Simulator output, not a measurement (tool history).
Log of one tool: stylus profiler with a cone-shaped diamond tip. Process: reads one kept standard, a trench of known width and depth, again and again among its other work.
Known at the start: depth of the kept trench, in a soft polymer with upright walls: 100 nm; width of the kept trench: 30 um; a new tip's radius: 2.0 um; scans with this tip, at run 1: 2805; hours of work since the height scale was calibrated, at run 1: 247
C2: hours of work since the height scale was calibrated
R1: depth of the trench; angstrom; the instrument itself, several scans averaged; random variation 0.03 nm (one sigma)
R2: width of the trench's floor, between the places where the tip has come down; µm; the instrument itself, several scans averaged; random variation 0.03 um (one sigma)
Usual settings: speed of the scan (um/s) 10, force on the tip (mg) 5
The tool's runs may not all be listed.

Run 1, hour 0: usual settings; scans with this tip 2805; C2 247. Result: R1 1012.4 angstrom, R2 28.54 µm.
Run 2, hour 47.6: usual settings but force on the tip (mg) 1.79; scans with this tip 3061; C2 270. Result: R1 1006.7 angstrom, R2 28.55 µm.
Run 3, hour 90: usual settings but force on the tip (mg) 1.79; scans with this tip 3288; C2 290. Result: R1 1007 angstrom, R2 28.54 µm.
Run 4, hour 115.6: usual settings but force on the tip (mg) 1.79; scans with this tip 3425; C2 302. Result: R1 1007.1 angstrom, R2 28.51 µm.
Run 5, hour 145.4: usual settings; scans with this tip 3585; C2 316. Result: R1 1012 angstrom, R2 28.47 µm.
Run 6, hour 172: usual settings but speed of the scan (um/s) 40; scans with this tip 3728; C2 329. Result: R1 1011.8 angstrom, R2 28.47 µm.
Run 7, hour 198: usual settings but speed of the scan (um/s) 40; scans with this tip 3867; C2 341. Result: R1 1012.2 angstrom, R2 28.42 µm.
Run 8, hour 227.1: usual settings but speed of the scan (um/s) 40; scans with this tip 4024; C2 355. Result: R1 1012.8 angstrom, R2 28.41 µm.
Run 9, hour 266: usual settings but speed of the scan (um/s) 40; scans with this tip 4232; C2 373. Result: R1 1012.7 angstrom, R2 28.43 µm.
Run 10, hour 298.1: usual settings but speed of the scan (um/s) 40; scans with this tip 4404; C2 388. Result: R1 1012.6 angstrom, R2 28.42 µm.
Run 11, hour 336.6: usual settings but speed of the scan (um/s) 40; scans with this tip 4611; C2 407. Result: R1 1012.2 angstrom, R2 28.37 µm.
Run 12, hour 364.9: usual settings but speed of the scan (um/s) 40; scans with this tip 4763; C2 420. Result: R1 1012.5 angstrom, R2 28.43 µm.
Run 13, hour 412.6: usual settings; scans with this tip 5019; C2 442. Result: R1 1012.9 angstrom, R2 28.48 µm.
Run 14, hour 440.6: usual settings but force on the tip (mg) 3.12; scans with this tip 5169; C2 456. Result: R1 1010.3 angstrom, R2 28.41 µm.
Run 15, hour 482.3: usual settings but speed of the scan (um/s) 24, force on the tip (mg) 1.67; scans with this tip 5392; C2 475. Result: R1 1007.5 angstrom, R2 28.33 µm.
Run 16, hour 510.5: usual settings but speed of the scan (um/s) 24, force on the tip (mg) 1.67; scans with this tip 5544; C2 489. Result: R1 1007.8 angstrom, R2 28.33 µm.
Run 17, hour 563.3: usual settings but speed of the scan (um/s) 13, force on the tip (mg) 10.34; scans with this tip 5827; C2 514. Result: R1 1020.5 angstrom, R2 28.38 µm.
Run 18, hour 592.1: usual settings but speed of the scan (um/s) 35, force on the tip (mg) 6.91; scans with this tip 5981; C2 527. Result: R1 1015.6 angstrom, R2 28.34 µm.

Run 19 comes next. What will it give?
At hour 596.7: height scale calibrated on a step standard.
Run 19, hour 625: usual settings but speed of the scan (um/s) 4, force on the tip (mg) 8.6; scans with this tip 6155; C2 13. Result: R1 ?, R2 ?.

R1: 1018.7 angstrom
R2: 28.36 µm
Without the tool's hidden state the same run would have given R1 1015.2 angstrom, R2 28.74 µm.
